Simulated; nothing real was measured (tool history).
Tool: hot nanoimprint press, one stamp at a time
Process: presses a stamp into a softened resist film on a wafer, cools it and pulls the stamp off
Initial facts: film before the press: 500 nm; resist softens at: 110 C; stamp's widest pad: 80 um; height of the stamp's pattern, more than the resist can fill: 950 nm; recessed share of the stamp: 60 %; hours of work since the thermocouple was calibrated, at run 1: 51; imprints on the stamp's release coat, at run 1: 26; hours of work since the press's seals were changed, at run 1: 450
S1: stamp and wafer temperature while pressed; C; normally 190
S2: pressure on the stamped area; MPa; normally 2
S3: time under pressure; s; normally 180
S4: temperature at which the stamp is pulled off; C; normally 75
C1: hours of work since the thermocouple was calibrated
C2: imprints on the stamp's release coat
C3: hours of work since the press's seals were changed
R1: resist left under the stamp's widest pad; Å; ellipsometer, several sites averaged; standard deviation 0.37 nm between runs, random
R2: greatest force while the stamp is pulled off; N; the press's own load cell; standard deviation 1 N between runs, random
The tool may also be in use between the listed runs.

run 1 hour=0 | S1=190 S2=2 S3=180 S4=75 | C1=51 C2=26 C3=450 | R1=2603 R2=145
run 2 hour=20.4 | S1=190 S2=2 S3=180 S4=75 | C1=63 C2=95 C3=461 | R1=2605 R2=145
run 3 hour=45.1 | S1=186 S2=2 S3=180 S4=75 | C1=76 C2=179 C3=474 | R1=2950 R2=142
run 4 hour=69.7 | S1=190 S2=2 S3=180 S4=75 | C1=89 C2=263 C3=488 | R1=2589 R2=145
run 5 hour=84.8 | S1=190 S2=2 S3=180 S4=75 | C1=98 C2=314 C3=496 | R1=2589 R2=146
run 6 hour=113.6 | S1=190 S2=2 S3=180 S4=75 | C1=113 C2=412 C3=512 | R1=2575 R2=147
run 7 hour=144.5 | S1=201 S2=2 S3=98 S4=75 | C1=130 C2=517 C3=528 | R1=2258 R2=147
-- hour=172.7 stamp cleaned and given a new release coat
run 8 hour=181.9 | S1=201 S2=2 S3=98 S4=75 | C1=147 C2=32 C3=545 | R1=2243 R2=142
-- hour=204.2 press's hydraulic seals changed and the load cell set to zero
run 9 hour=205.2 | S1=201 S2=2 S3=98 S4=75 | C1=156 C2=84 C3=1 | R1=2239 R2=145
run 10 hour=236.2 | S1=190 S2=3.07 S3=98 S4=75 | C1=172 C2=189 C3=17 | R1=2703 R2=144
run 11 hour=258.5 | S1=190 S2=1.58 S3=316 S4=60 | C1=185 C2=265 C3=30 | R1=2261 R2=157

Alternative continuations, all from the tool just after run 11; predict every row:
run A hour=272.9 | S1=181 S2=1.58 S3=316 S4=60 | C1=192 C2=314 C3=37 | R1=? R2=?
run B hour=272.9 | S1=202 S2=1.58 S3=190 S4=66 | C1=192 C2=314 C3=37 | R1=? R2=?
run C hour=272.9 | S1=195 S2=1.58 S3=316 S4=60 | C1=192 C2=314 C3=37 | R1=? R2=?

run=A R1=3077 R2=157
run=B R1=1822 R2=154
run=C R1=1891 R2=159
With the hidden condition removed and each run's random variation left untouched, the same runs would have given:
run=A R1=3138 R2=157
run=B R1=1859 R2=154
run=C R1=1929 R2=159
